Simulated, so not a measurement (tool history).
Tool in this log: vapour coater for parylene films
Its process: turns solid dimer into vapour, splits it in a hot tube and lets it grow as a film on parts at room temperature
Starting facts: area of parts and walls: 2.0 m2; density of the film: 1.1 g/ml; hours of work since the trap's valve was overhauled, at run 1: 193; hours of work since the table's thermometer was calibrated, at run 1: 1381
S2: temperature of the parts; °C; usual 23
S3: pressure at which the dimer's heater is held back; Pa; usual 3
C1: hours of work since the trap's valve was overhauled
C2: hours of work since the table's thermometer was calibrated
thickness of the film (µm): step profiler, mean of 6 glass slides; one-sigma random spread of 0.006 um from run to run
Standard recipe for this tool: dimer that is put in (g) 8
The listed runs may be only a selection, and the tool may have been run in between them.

{"run": 1, "hour": 0.0, "dimer that is put in (g)": 8, "S2": 23, "S3": 3, "C1": 193, "C2": 1381, "thickness of the film (µm)": 1.7}
{"run": 2, "hour": 58.0, "dimer that is put in (g)": 8, "S2": 23, "S3": 3, "C1": 242, "C2": 1430, "thickness of the film (µm)": 1.695}
{"run": 3, "hour": 100.8, "dimer that is put in (g)": 8, "S2": 19, "S3": 3, "C1": 278, "C2": 1467, "thickness of the film (µm)": 2.037}
{"run": 4, "hour": 153.1, "dimer that is put in (g)": 8, "S2": 19, "S3": 3, "C1": 323, "C2": 1511, "thickness of the film (µm)": 2.03}
{"run": 5, "hour": 195.5, "dimer that is put in (g)": 8, "S2": 23, "S3": 3, "C1": 358, "C2": 1547, "thickness of the film (µm)": 1.663}
{"run": 6, "hour": 222.7, "dimer that is put in (g)": 8, "S2": 23, "S3": 3, "C1": 381, "C2": 1570, "thickness of the film (µm)": 1.654}
{"run": 7, "hour": 260.8, "dimer that is put in (g)": 8, "S2": 23, "S3": 2.14, "C1": 414, "C2": 1602, "thickness of the film (µm)": 1.709}
{"hour": 270.6, "done": "table's thermometer calibrated"}
{"run": 8, "hour": 313.0, "dimer that is put in (g)": 8, "S2": 23, "S3": 2.14, "C1": 457, "C2": 36, "thickness of the film (µm)": 1.727}
{"run": 9, "hour": 352.9, "dimer that is put in (g)": 3, "S2": 23, "S3": 3, "C1": 491, "C2": 70, "thickness of the film (µm)": 0.631}
{"run": 10, "hour": 396.9, "dimer that is put in (g)": 3, "S2": 23, "S3": 3, "C1": 528, "C2": 107, "thickness of the film (µm)": 0.631}
{"hour": 409.4, "done": "trap's valve overhauled"}
{"run": 11, "hour": 440.7, "dimer that is put in (g)": 8, "S2": 23, "S3": 6.49, "C1": 27, "C2": 141, "thickness of the film (µm)": 1.626}
{"run": 12, "hour": 490.3, "dimer that is put in (g)": 8, "S2": 23, "S3": 6.49, "C1": 68, "C2": 182, "thickness of the film (µm)": 1.607}
{"run": 13, "hour": 515.5, "dimer that is put in (g)": 8, "S2": 23, "S3": 6.49, "C1": 90, "C2": 204, "thickness of the film (µm)": 1.613}
{"run": 14, "hour": 541.4, "dimer that is put in (g)": 8, "S2": 23, "S3": 6.49, "C1": 112, "C2": 226, "thickness of the film (µm)": 1.616}
{"run": 15, "hour": 568.0, "dimer that is put in (g)": 8, "S2": 23, "S3": 3, "C1": 134, "C2": 248, "thickness of the film (µm)": 1.725}
{"run": 16, "hour": 612.1, "dimer that is put in (g)": 8, "S2": 23, "S3": 3, "C1": 172, "C2": 286, "thickness of the film (µm)": 1.72}
{"run": 17, "hour": 660.5, "dimer that is put in (g)": 8, "S2": 23, "S3": 3, "C1": 213, "C2": 327, "thickness of the film (µm)": 1.705}
{"run": 18, "hour": 712.7, "dimer that is put in (g)": 8, "S2": 17, "S3": 3, "C1": 257, "C2": 371, "thickness of the film (µm)": 2.27}
{"run": 19, "hour": 766.3, "dimer that is put in (g)": 8, "S2": 17, "S3": 3, "C1": 302, "C2": 416, "thickness of the film (µm)": 2.263}
{"run": 20, "hour": 816.8, "dimer that is put in (g)": 8, "S2": 17, "S3": 3, "C1": 345, "C2": 459, "thickness of the film (µm)": 2.256}
{"run": 21, "hour": 849.3, "dimer that is put in (g)": 8, "S2": 27, "S3": 2.16, "C1": 372, "C2": 486, "thickness of the film (µm)": 1.415}
{"run": 22, "hour": 888.1, "dimer that is put in (g)": 8, "S2": 23, "S3": 5.85, "C1": 405, "C2": 519, "thickness of the film (µm)": 1.559}
{"run": 23, "hour": 921.9, "dimer that is put in (g)": 3, "S2": 23, "S3": 3, "C1": 434, "C2": 548, "thickness of the film (µm)": 0.618}
{"run": 24, "hour": 981.6, "dimer that is put in (g)": 3, "S2": 23, "S3": 3, "C1": 484, "C2": 598, "thickness of the film (µm)": 0.618}
{"run": 25, "hour": 1015.6, "dimer that is put in (g)": 3, "S2": 23, "S3": 3, "C1": 513, "C2": 627, "thickness of the film (µm)": 0.622}
{"hour": 1046.1, "done": "trap's valve overhauled"}
{"run": 26, "hour": 1051.6, "dimer that is put in (g)": 4, "S2": 23, "S3": 3.92, "C1": 5, "C2": 654, "thickness of the film (µm)": 0.845}
{"run": 27, "hour": 1087.4, "dimer that is put in (g)": 7, "S2": 34, "S3": 3, "C1": 35, "C2": 684, "thickness of the film (µm)": 0.884}
{"run": 28, "hour": 1115.7, "dimer that is put in (g)": 9, "S2": 24, "S3": 11.93, "C1": 59, "C2": 708, "thickness of the film (µm)": 1.636}
{"run": 29, "hour": 1145.9, "dimer that is put in (g)": 9, "S2": 24, "S3": 11.93, "C1": 84, "C2": 734, "thickness of the film (µm)": 1.616}
{"run": 30, "hour": 1207.5, "dimer that is put in (g)": 11, "S2": 25, "S3": 3, "C1": 137, "C2": 786, "thickness of the film (µm)": 2.119}
{"run": 31, "hour": 1257.2, "dimer that is put in (g)": 10, "S2": 27, "S3": 8.59, "C1": 179, "C2": 828, "thickness of the film (µm)": 1.58}
{"run": 32, "hour": 1298.5, "dimer that is put in (g)": 7, "S2": 16, "S3": 7.82, "C1": 214, "C2": 863, "thickness of the film (µm)": 1.898}
{"run": 33, "hour": 1347.0, "dimer that is put in (g)": 8, "S2": 23, "S3": 5.02, "C1": 255, "C2": 904, "thickness of the film (µm)": 1.619}
{"run": 34, "hour": 1375.2, "dimer that is put in (g)": 7, "S2": 23, "S3": 6.32, "C1": 279, "C2": 928, "thickness of the film (µm)": 1.363}
{"run": 35, "hour": 1422.4, "dimer that is put in (g)": 13, "S2": 23, "S3": 8.05, "C1": 318, "C2": 968, "thickness of the film (µm)": 2.479}
{"run": 36, "hour": 1482.4, "dimer that is put in (g)": 5, "S2": 21, "S3": 8.06, "C1": 369, "C2": 1019, "thickness of the film (µm)": 1.05}
{"run": 37, "hour": 1544.3, "dimer that is put in (g)": 3, "S2": 27, "S3": 6.23, "C1": 422, "C2": 1071, "thickness of the film (µm)": 0.471}
{"run": 38, "hour": 1582.6, "dimer that is put in (g)": 10, "S2": 20, "S3": 3.48, "C1": 454, "C2": 1104, "thickness of the film (µm)": 2.338}
{"run": 39, "hour": 1620.5, "dimer that is put in (g)": 10, "S2": 20, "S3": 3.48, "C1": 486, "C2": 1136, "thickness of the film (µm)": 2.33}
{"run": 40, "hour": 1651.3, "dimer that is put in (g)": 10, "S2": 20, "S3": 3.48, "C1": 512, "C2": 1162, "thickness of the film (µm)": 2.336}

Hidden condition of the tool, last listed run before each entry between runs versus first listed run after:
Logged between run 7 and run 8: table's thermometer calibrated (hour 270.6)
  vapour lost through the trap's worn valve, %: 4.4 -> 4.9; true temperature of the parts over the reading, C: 0.46 -> 0.02
  measured minus no-state result, thickness of the film (µm): -0.119 -> -0.09
Logged between run 10 and run 11: trap's valve overhauled (hour 409.4)
  vapour lost through the trap's worn valve, %: 5.5 -> 0.9; true temperature of the parts over the reading, C: 0.04 -> 0.05
  measured minus no-state result, thickness of the film (µm): -0.037 -> -0.019
Logged between run 25 and run 26: trap's valve overhauled (hour 1046.1)
  vapour lost through the trap's worn valve, %: 6.1 -> 0.8; true temperature of the parts over the reading, C: 0.2 -> 0.21
  measured minus no-state result, thickness of the film (µm): -0.046 -> -0.015
